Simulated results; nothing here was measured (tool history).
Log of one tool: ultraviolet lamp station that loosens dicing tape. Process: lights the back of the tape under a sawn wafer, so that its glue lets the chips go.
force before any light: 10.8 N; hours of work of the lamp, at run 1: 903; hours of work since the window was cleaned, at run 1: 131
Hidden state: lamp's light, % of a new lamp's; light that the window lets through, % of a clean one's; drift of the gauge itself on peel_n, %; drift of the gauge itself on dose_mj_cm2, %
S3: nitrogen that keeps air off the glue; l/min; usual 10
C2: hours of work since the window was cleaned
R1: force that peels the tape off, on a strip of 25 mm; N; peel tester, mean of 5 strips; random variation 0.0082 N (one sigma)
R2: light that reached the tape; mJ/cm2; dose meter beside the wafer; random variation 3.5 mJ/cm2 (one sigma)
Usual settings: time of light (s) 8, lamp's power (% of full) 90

run 1 hour=0.0 | time_of_light_(s)=8 lamp's_power_(%_of_full)=90 S3=10 | hours_of_work_of_the_lamp=903 C2=131 | R1=0.482 R2=474
run 2 hour=88.9 | time_of_light_(s)=8 lamp's_power_(%_of_full)=67 S3=10 | hours_of_work_of_the_lamp=947 C2=175 | R1=1.026 R2=351
run 3 hour=152.1 | time_of_light_(s)=8 lamp's_power_(%_of_full)=90 S3=10 | hours_of_work_of_the_lamp=978 C2=206 | R1=0.518 R2=464
run 4 hour=196.4 | time_of_light_(s)=15 lamp's_power_(%_of_full)=90 S3=10 | hours_of_work_of_the_lamp=1000 C2=228 | R1=0.169 R2=862
run 5 hour=254.5 | time_of_light_(s)=15 lamp's_power_(%_of_full)=90 S3=4 | hours_of_work_of_the_lamp=1029 C2=257 | R1=0.327 R2=848
run 6 hour=314.9 | time_of_light_(s)=8 lamp's_power_(%_of_full)=90 S3=10 | hours_of_work_of_the_lamp=1059 C2=287 | R1=0.579 R2=445
run 7 hour=398.8 | time_of_light_(s)=5 lamp's_power_(%_of_full)=90 S3=10 | hours_of_work_of_the_lamp=1100 C2=328 | R1=1.586 R2=278
run 8 hour=492.1 | time_of_light_(s)=5 lamp's_power_(%_of_full)=90 S3=6 | hours_of_work_of_the_lamp=1146 C2=374 | R1=2.332 R2=274
run 9 hour=560.5 | time_of_light_(s)=5 lamp's_power_(%_of_full)=75 S3=6 | hours_of_work_of_the_lamp=1180 C2=408 | R1=3.132 R2=225
run 10 hour=612.0 | time_of_light_(s)=8 lamp's_power_(%_of_full)=97 S3=10 | hours_of_work_of_the_lamp=1205 C2=433 | R1=0.556 R2=456
run 11 hour=707.3 | time_of_light_(s)=8 lamp's_power_(%_of_full)=97 S3=10 | hours_of_work_of_the_lamp=1252 C2=480 | R1=0.594 R2=444
run 12 hour=783.6 | time_of_light_(s)=8 lamp's_power_(%_of_full)=90 S3=10 | hours_of_work_of_the_lamp=1290 C2=518 | R1=0.715 R2=409
run 13 hour=877.7 | time_of_light_(s)=8 lamp's_power_(%_of_full)=90 S3=10 | hours_of_work_of_the_lamp=1337 C2=564 | R1=0.766 R2=399
run 14 hour=926.7 | time_of_light_(s)=8 lamp's_power_(%_of_full)=90 S3=10 | hours_of_work_of_the_lamp=1361 C2=589 | R1=0.778 R2=393
-- hour=999.4 window cleaned of glue's vapour
run 15 hour=1012.8 | time_of_light_(s)=8 lamp's_power_(%_of_full)=90 S3=10 | hours_of_work_of_the_lamp=1403 C2=7 | R1=0.859 R2=380
run 16 hour=1053.4 | time_of_light_(s)=5 lamp's_power_(%_of_full)=87 S3=10 | hours_of_work_of_the_lamp=1423 C2=27 | R1=2.238 R2=229
run 17 hour=1141.3 | time_of_light_(s)=15 lamp's_power_(%_of_full)=66 S3=12 | hours_of_work_of_the_lamp=1466 C2=70 | R1=0.367 R2=511
run 18 hour=1222.4 | time_of_light_(s)=5 lamp's_power_(%_of_full)=74 S3=11 | hours_of_work_of_the_lamp=1506 C2=110 | R1=2.707 R2=189
run 19 hour=1285.7 | time_of_light_(s)=8 lamp's_power_(%_of_full)=90 S3=3 | hours_of_work_of_the_lamp=1538 C2=141 | R1=2.287 R2=356
run 20 hour=1360.1 | time_of_light_(s)=8 lamp's_power_(%_of_full)=90 S3=3 | hours_of_work_of_the_lamp=1574 C2=178 | R1=2.389 R2=347
-- hour=1430.3 window cleaned of glue's vapour, once more
run 21 hour=1437.8 | time_of_light_(s)=5 lamp's_power_(%_of_full)=90 S3=15 | hours_of_work_of_the_lamp=1613 C2=4 | R1=1.249 R2=275
run 22 hour=1487.2 | time_of_light_(s)=8 lamp's_power_(%_of_full)=77 S3=7 | hours_of_work_of_the_lamp=1637 C2=28 | R1=1.218 R2=367
run 23 hour=1577.7 | time_of_light_(s)=6 lamp's_power_(%_of_full)=66 S3=6 | hours_of_work_of_the_lamp=1682 C2=73 | R1=2.879 R2=234
run 24 hour=1648.0 | time_of_light_(s)=4 lamp's_power_(%_of_full)=62 S3=7 | hours_of_work_of_the_lamp=1716 C2=107 | R1=4.540 R2=144
-- hour=1718.3 lamp changed
run 25 hour=1725.1 | time_of_light_(s)=6 lamp's_power_(%_of_full)=62 S3=7 | hours_of_work_of_the_lamp=3 C2=145 | R1=2.011 R2=282
run 26 hour=1818.3 | time_of_light_(s)=8 lamp's_power_(%_of_full)=92 S3=4 | hours_of_work_of_the_lamp=49 C2=191 | R1=0.865 R2=553
run 27 hour=1911.3 | time_of_light_(s)=14 lamp's_power_(%_of_full)=76 S3=12 | hours_of_work_of_the_lamp=95 C2=237 | R1=0.182 R2=780
run 28 hour=1957.0 | time_of_light_(s)=14 lamp's_power_(%_of_full)=76 S3=12 | hours_of_work_of_the_lamp=118 C2=259 | R1=0.182 R2=775
run 29 hour=2054.3 | time_of_light_(s)=14 lamp's_power_(%_of_full)=76 S3=12 | hours_of_work_of_the_lamp=166 C2=308 | R1=0.182 R2=760

How the hidden state differs across the entries between the runs, from the last listed run before each to the first after it:
Between runs 14 and 15: window cleaned of glue's vapour (hour 999.4)
  lamp's light, % of a new lamp's: 80.1 -> 79.5; light that the window lets through, % of a clean one's: 86.3 -> 83.7
  measured less the result without the state, R1: +0.455 -> +0.525 N; R2: -176 -> -192 mJ/cm2
Between runs 20 and 21: window cleaned of glue's vapour, once more (hour 1430.3)
  lamp's light, % of a new lamp's: 77.2 -> 76.7; light that the window lets through, % of a clean one's: 79.8 -> 99.4
  measured less the result without the state, R1: +1.377 -> +0.558 N; R2: -218 -> -86 mJ/cm2
Between runs 24 and 25: lamp changed (hour 1718.3)
  lamp's light, % of a new lamp's: 75.3 -> 99.7; light that the window lets through, % of a clean one's: 97 -> 96.2
  measured less the result without the state, R1: +1.233 -> +0.134 N; R2: -53 -> -12 mJ/cm2
